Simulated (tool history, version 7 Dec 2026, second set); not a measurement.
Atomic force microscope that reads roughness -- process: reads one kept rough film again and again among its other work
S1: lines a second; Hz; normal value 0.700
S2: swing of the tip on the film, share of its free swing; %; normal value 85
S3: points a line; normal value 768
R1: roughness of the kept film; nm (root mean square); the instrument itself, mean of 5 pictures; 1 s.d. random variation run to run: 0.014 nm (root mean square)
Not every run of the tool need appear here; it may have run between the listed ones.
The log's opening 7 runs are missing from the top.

run	hour	S1	S2	S3	R1
8	102.5	0.608	85	768	3.419
9	123.0	0.608	85	768	3.381
10	139.5	0.700	85	768	3.345
11	157.4	0.700	85	768	3.319
12	176.5	0.700	85	768	3.325
13	186.1	0.700	85	768	3.294
14	202.8	0.700	85	768	3.289
15	220.9	0.700	85	768	3.268
16	241.8	0.700	85	768	3.237
17	259.3	0.700	85	768	3.233
18	269.1	3.744	85	768	2.658
# hour 272.3: new tip fitted
19	285.0	3.744	85	768	2.840

Predict the results of run 20:
20	306.7	3.744	85	768	?

Run 20 measured R1 2.839 nm (root mean square).
Minus the tool's unlogged condition, the same run would have read R1 2.862 nm (root mean square).
